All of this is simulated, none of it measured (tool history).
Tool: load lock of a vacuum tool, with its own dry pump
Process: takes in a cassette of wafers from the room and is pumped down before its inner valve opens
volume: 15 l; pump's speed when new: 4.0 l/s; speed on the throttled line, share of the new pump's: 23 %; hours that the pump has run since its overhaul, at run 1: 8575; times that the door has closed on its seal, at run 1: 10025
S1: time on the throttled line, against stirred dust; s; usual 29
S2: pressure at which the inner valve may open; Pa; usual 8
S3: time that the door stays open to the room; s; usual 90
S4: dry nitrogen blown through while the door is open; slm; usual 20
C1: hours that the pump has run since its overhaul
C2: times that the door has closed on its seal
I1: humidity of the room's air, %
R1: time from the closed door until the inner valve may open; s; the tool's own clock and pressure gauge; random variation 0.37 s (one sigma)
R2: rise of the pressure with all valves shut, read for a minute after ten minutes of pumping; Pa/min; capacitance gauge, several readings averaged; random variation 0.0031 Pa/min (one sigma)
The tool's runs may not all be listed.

run 1 hour=0 | S1=29 S2=8 S3=90 S4=20 | C1=8575 C2=10025 | I1=46.4 | R1=59.5 R2=0.135
run 2 hour=63.9 | S1=29 S2=8 S3=90 S4=20 | C1=8639 C2=10226 | I1=46 | R1=60.2 R2=0.134
run 3 hour=139.9 | S1=29 S2=14 S3=90 S4=20 | C1=8715 C2=10464 | I1=43.5 | R1=58 R2=0.131
run 4 hour=232.2 | S1=29 S2=10 S3=90 S4=20 | C1=8807 C2=10753 | I1=47.3 | R1=59.5 R2=0.139
run 5 hour=307.5 | S1=29 S2=8 S3=90 S4=28 | C1=8882 C2=10989 | I1=40.9 | R1=59.8 R2=0.12
run 6 hour=406.2 | S1=29 S2=8 S3=90 S4=6 | C1=8981 C2=11298 | I1=41.4 | R1=60.2 R2=0.158
run 7 hour=498.7 | S1=29 S2=8 S3=61 S4=20 | C1=9073 C2=11588 | I1=43 | R1=60.3 R2=0.126
run 8 hour=590.7 | S1=29 S2=8 S3=61 S4=20 | C1=9165 C2=11876 | I1=45.8 | R1=59.8 R2=0.129
run 9 hour=674.3 | S1=29 S2=8 S3=61 S4=4 | C1=9249 C2=12138 | I1=46.6 | R1=60.2 R2=0.165
run 10 hour=738.6 | S1=29 S2=8 S3=61 S4=6 | C1=9313 C2=12339 | I1=46.6 | R1=59.9 R2=0.155
run 11 hour=795.9 | S1=29 S2=8 S3=90 S4=11 | C1=9371 C2=12519 | I1=47.7 | R1=60.7 R2=0.168
run 12 hour=868 | S1=29 S2=9 S3=90 S4=11 | C1=9443 C2=12745 | I1=46.2 | R1=59.1 R2=0.167

Forecast each of these 5 alternatives for the next run:
run A hour=984.9 | S1=24 S2=9 S3=90 S4=11 | C1=9560 C2=13111 | I1=45.1 | R1=? R2=?
run B hour=984.9 | S1=29 S2=8 S3=90 S4=20 | C1=9560 C2=13111 | I1=44.3 | R1=? R2=?
run C hour=984.9 | S1=29 S2=9 S3=90 S4=11 | C1=9560 C2=13111 | I1=46.9 | R1=? R2=?
run D hour=984.9 | S1=29 S2=8 S3=58 S4=20 | C1=9560 C2=13111 | I1=46.2 | R1=? R2=?
run E hour=984.9 | S1=29 S2=15 S3=90 S4=41 | C1=9560 C2=13111 | I1=45.2 | R1=? R2=?

run=A R1=55.6 R2=0.165
run=B R1=60.5 R2=0.144
run=C R1=60 R2=0.168
run=D R1=60.5 R2=0.141
run=E R1=57.7 R2=0.126
Without the tool's hidden state the same runs would have given:
run=A R1=53.2 R2=0.102
run=B R1=58.2 R2=0.081
run=C R1=57.7 R2=0.105
run=D R1=58.2 R2=0.078
run=E R1=55.6 R2=0.063
